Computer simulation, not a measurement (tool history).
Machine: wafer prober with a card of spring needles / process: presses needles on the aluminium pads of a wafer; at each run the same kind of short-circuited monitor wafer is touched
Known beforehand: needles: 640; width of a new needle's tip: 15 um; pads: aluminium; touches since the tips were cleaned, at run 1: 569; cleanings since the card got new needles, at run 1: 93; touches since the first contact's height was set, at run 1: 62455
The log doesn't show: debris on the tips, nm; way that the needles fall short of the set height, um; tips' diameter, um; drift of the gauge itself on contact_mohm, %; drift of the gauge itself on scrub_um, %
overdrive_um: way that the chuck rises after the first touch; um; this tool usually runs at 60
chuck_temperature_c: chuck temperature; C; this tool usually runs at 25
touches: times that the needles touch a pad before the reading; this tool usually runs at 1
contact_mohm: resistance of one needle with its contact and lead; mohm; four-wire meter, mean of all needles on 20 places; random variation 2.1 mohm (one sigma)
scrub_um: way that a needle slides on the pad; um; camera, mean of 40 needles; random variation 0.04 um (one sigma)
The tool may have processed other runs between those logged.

| run | hour | overdrive_um | chuck_temperature_c | touches | touches since the tips were cleaned | cleanings since the card got new needles | touches since the first contact's height was set | contact_mohm | scrub_um |
|---|---|---|---|---|---|---|---|---|---|
| 1 | 0 | 60 | 25 | 1 | 569 | 93 | 62455 | 288 | 12.39 |
|  | 11.2 | tips cleaned on abrasive film |
| 2 | 18 | 60 | 125 | 1 | 4535 | 94 | 74437 | 420 | 12.38 |
|  | 22.3 | tips cleaned on abrasive film |
|  | 35.1 | tips cleaned on abrasive film |
|  | 46.5 | tips cleaned on abrasive film |
| 3 | 50.4 | 45 | 125 | 1 | 2587 | 97 | 95983 | 466 | 9.12 |
|  | 57.5 | tips cleaned on abrasive film |
|  | 69.7 | tips cleaned on abrasive film |
| 4 | 73.1 | 60 | 25 | 1 | 2280 | 99 | 111078 | 351 | 12.21 |
|  | 80.9 | tips cleaned on abrasive film |
|  | 92.6 | tips cleaned on abrasive film |
|  | 103.4 | tips cleaned on abrasive film |
| 5 | 105.2 | 60 | 25 | 1 | 1210 | 102 | 132415 | 316 | 12.19 |
|  | 115.5 | tips cleaned on abrasive film |
|  | 126.6 | tips cleaned on abrasive film |
| 6 | 126.7 | 60 | 25 | 1 | 76 | 104 | 146643 | 262 | 12.14 |
|  | 138.3 | tips cleaned on abrasive film |
| 7 | 147 | 60 | 25 | 1 | 5822 | 105 | 160176 | 477 | 12.1 |
|  | 149.1 | tips cleaned on abrasive film |
|  | 161.1 | tips cleaned on abrasive film |
| 8 | 167.6 | 60 | 25 | 1 | 4363 | 107 | 173909 | 420 | 12.15 |
|  | 172.5 | tips cleaned on abrasive film |
|  | 183.9 | tips cleaned on abrasive film |
|  | 195.9 | tips cleaned on abrasive film |
| 9 | 199.6 | 60 | 25 | 1 | 2488 | 110 | 195118 | 354 | 12 |
|  | 206.5 | tips cleaned on abrasive film |
|  | 218.8 | tips cleaned on abrasive film |
| 10 | 226.8 | 60 | 25 | 1 | 5368 | 112 | 213246 | 477 | 11.97 |
|  | 229.5 | tips cleaned on abrasive film |
|  | 241.1 | tips cleaned on abrasive film |
| 11 | 246.5 | 60 | 25 | 1 | 3631 | 114 | 226321 | 422 | 11.93 |
|  | 249.2 | height of the first contact set anew |
|  | 254.1 | tips cleaned on abrasive film |
|  | 265.8 | tips cleaned on abrasive film |
| 12 | 275 | 43 | 25 | 1 | 6122 | 116 | 17117 | 689 | 8.95 |
|  | 277.1 | tips cleaned on abrasive film |
|  | 289.7 | tips cleaned on abrasive film |
|  | 301.1 | tips cleaned on abrasive film |
| 13 | 305.1 | 43 | 25 | 1 | 2732 | 119 | 37134 | 486 | 8.87 |
|  | 312.7 | tips cleaned on abrasive film |
|  | 323.9 | tips cleaned on abrasive film |
| 14 | 324.1 | 43 | 25 | 1 | 106 | 121 | 49713 | 269 | 8.87 |
|  | 336.6 | tips cleaned on abrasive film |
| 15 | 342.5 | 43 | 25 | 1 | 3979 | 122 | 62000 | 592 | 8.87 |
|  | 348.3 | tips cleaned on abrasive film |
|  | 359 | tips cleaned on abrasive film |
| 16 | 360.1 | 55 | 69 | 1 | 781 | 124 | 73678 | 314 | 11.34 |
|  | 371.3 | tips cleaned on abrasive film |
| 17 | 375 | 55 | 69 | 1 | 2444 | 125 | 83569 | 401 | 11.38 |
|  | 382.6 | tips cleaned on abrasive film |
| 18 | 391.5 | 53 | 28 | 1 | 5974 | 126 | 94562 | 544 | 10.94 |
|  | 394.2 | tips cleaned on abrasive film |
|  | 405.8 | tips cleaned on abrasive film |
|  | 417 | tips cleaned on abrasive film |
| 19 | 423.7 | 60 | 25 | 2 | 4490 | 129 | 115980 | 369 | 12.26 |
|  | 428.5 | tips cleaned on abrasive film |
|  | 440.4 | tips cleaned on abrasive film |
| 20 | 448.9 | 59 | 61 | 1 | 5730 | 131 | 132746 | 493 | 12.03 |
|  | 453.1 | tips cleaned on abrasive film |
|  | 464.3 | tips cleaned on abrasive film |
| 21 | 474.2 | 47 | 29 | 1 | 6657 | 133 | 149535 | 678 | 9.43 |
|  | 475.8 | tips cleaned on abrasive film |
|  | 488.2 | tips cleaned on abrasive film |
| 22 | 489.8 | 47 | 89 | 2 | 1080 | 135 | 159900 | 325 | 9.39 |
|  | 500.7 | tips cleaned on abrasive film |
|  | 511.8 | tips cleaned on abrasive film |
|  | 522.4 | tips cleaned on abrasive film |
| 23 | 522.4 | 49 | 58 | 1 | 0 | 138 | 181558 | 276 | 9.75 |
|  | 534.9 | tips cleaned on abrasive film |
| 24 | 543.9 | 68 | 99 | 1 | 6039 | 139 | 195873 | 421 | 13.66 |
|  | 546.6 | tips cleaned on abrasive film |
|  | 559.2 | tips cleaned on abrasive film |
| 25 | 568.3 | 60 | 31 | 1 | 6101 | 141 | 212101 | 512 | 12.05 |
|  | 571 | tips cleaned on abrasive film |
|  | 582.9 | tips cleaned on abrasive film |
|  | 592.5 | height of the first contact set anew |
|  | 595 | tips cleaned on abrasive film |
| 26 | 602.1 | 60 | 108 | 1 | 4761 | 144 | 6403 | 449 | 12.61 |
|  | 606.3 | tips cleaned on abrasive film |
|  | 617.1 | tips cleaned on abrasive film |
| 27 | 623.5 | 51 | 108 | 1 | 4322 | 146 | 20613 | 516 | 10.71 |
|  | 628.1 | tips cleaned on abrasive film |
|  | 639.5 | tips cleaned on abrasive film |
|  | 651.3 | tips cleaned on abrasive film |
| 28 | 654.4 | 51 | 108 | 1 | 2022 | 149 | 41093 | 433 | 10.57 |

Consider 4 possible next runs. They are alternatives, not a sequence: every one starts from the tool as it was left by run 28. What does each give?
|  | 662.8 | tips cleaned on abrasive film |
|  | 673.9 | tips cleaned on abrasive film |
| A | 675.7 | 62 | 108 | 1 | 1169 | 151 | 55242 | ? | ? |
|  | 662.8 | tips cleaned on abrasive film |
|  | 673.9 | tips cleaned on abrasive film |
| B | 675.7 | 52 | 47 | 2 | 1169 | 151 | 55242 | ? | ? |
|  | 662.8 | tips cleaned on abrasive film |
|  | 673.9 | tips cleaned on abrasive film |
| C | 675.7 | 60 | 27 | 1 | 1169 | 151 | 55242 | ? | ? |
|  | 662.8 | tips cleaned on abrasive film |
|  | 673.9 | tips cleaned on abrasive film |
| D | 675.7 | 60 | 87 | 2 | 1169 | 151 | 55242 | ? | ? |

| run | contact_mohm | scrub_um |
|---|---|---|
| A | 334 | 12.82 |
| B | 315 | 10.77 |
| C | 333 | 12.42 |
| D | 300 | 12.48 |
Without the tool's unlogged condition, the same runs would have read:
| run | contact_mohm | scrub_um |
|---|---|---|
| A | 245 | 13 |
| B | 233 | 10.95 |
| C | 226 | 12.6 |
| D | 239 | 12.65 |

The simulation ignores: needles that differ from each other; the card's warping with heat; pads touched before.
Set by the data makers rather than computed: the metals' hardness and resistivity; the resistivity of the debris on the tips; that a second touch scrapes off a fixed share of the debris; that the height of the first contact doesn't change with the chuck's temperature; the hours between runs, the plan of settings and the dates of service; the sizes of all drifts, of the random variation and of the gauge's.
